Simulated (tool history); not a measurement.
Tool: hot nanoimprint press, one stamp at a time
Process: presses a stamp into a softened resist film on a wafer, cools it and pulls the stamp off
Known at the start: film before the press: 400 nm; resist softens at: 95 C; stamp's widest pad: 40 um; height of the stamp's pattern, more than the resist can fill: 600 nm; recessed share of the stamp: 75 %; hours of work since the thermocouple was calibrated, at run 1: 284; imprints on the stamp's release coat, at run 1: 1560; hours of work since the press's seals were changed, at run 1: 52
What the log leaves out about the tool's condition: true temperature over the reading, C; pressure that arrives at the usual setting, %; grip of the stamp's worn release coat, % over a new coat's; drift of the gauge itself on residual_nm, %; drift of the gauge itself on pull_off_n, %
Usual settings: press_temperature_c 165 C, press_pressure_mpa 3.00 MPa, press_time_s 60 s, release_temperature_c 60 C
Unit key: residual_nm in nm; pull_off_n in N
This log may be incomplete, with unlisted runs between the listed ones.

run,day,press_temperature_c,press_pressure_mpa,press_time_s,release_temperature_c,hours of work since the thermocouple was calibrated,imprints on the stamp's release coat,hours of work since the press's seals were changed,residual_nm,pull_off_n
1,0.000,165,3.00,60,60,284,1560,52,245.3,142
2,0.167,165,3.00,60,60,287,1577,55,241.7,144
3,0.521,165,3.00,108,60,293,1614,61,202.5,144
4,0.767,165,3.00,60,54,297,1640,65,246.8,156
5,1.100,165,3.00,60,54,303,1674,71,245.9,158
6,1.454,165,3.00,60,54,309,1711,77,243.8,163
7,1.800,165,3.00,60,54,315,1747,83,246.4,158
8,2.050,165,3.00,38,54,319,1773,87,278.3,155
9,2.433,165,3.00,38,54,326,1813,94,277.6,162
10,2.621,165,3.00,38,54,329,1832,97,273.7,162
11,2.792,165,3.00,60,60,332,1850,100,245.2,149
12,3.192,165,3.00,60,60,339,1892,107,245.7,150
13,3.554,165,3.00,60,60,345,1929,113,246.5,151
14,3.804,165,3.00,60,50,349,1955,117,247.1,172
15,4.075,165,3.96,60,60,354,1984,122,219.0,149
16,4.438,159,2.35,60,60,360,2022,128,321.5,154
17,4.638,157,2.23,60,60,364,2042,132,342.4,148
18,4.958,170,3.00,60,51,369,2076,137,200.7,170
19,5.183,170,2.54,60,51,373,2099,141,214.9,167

Predict the results of run 20:
20,5.488,170,2.54,60,51,378,2131,146,?,?

Logged for run 20: residual_nm 215.7 nm, pull_off_n 170 N.
With the hidden condition absent and the run-to-run variation left alone, this run would have shown residual_nm 201.8 nm, pull_off_n 134 N.

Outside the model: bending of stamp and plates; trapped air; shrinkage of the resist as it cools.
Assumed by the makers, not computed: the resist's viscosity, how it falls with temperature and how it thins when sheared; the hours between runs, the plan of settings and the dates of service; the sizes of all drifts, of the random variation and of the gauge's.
